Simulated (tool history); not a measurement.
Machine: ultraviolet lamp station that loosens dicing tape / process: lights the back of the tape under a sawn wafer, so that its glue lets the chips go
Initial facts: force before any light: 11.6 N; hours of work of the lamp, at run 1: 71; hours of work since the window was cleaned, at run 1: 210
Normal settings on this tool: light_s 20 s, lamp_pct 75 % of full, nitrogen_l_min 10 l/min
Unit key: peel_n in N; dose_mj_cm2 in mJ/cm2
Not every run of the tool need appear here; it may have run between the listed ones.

run,hour,light_s,lamp_pct,nitrogen_l_min,hours of work of the lamp,hours of work since the window was cleaned,peel_n,dose_mj_cm2
1,0,20,75,10,71,210,1.099,300
2,25,20,75,10,85,224,1.07,298
3,47,20,75,10,97,236,1.175,299
4,72.7,20,75,10,111,250,1.135,296
5,93.9,16,75,10,122,261,1.691,231
6,117,11,75,10,135,274,3.121,165
7,142.7,11,75,10,149,288,3.099,159
8,158.5,11,75,10,157,297,3.207,158

Run 9 comes next. What will it give?
9,183.6,11,75,10,171,310,?,?

peel_n: 3.166 N
dose_mj_cm2: 157 mJ/cm2
Were there no unlogged condition in the tool, this run, its random variation unchanged, would have produced peel_n 2.816 N, dose_mj_cm2 172 mJ/cm2.
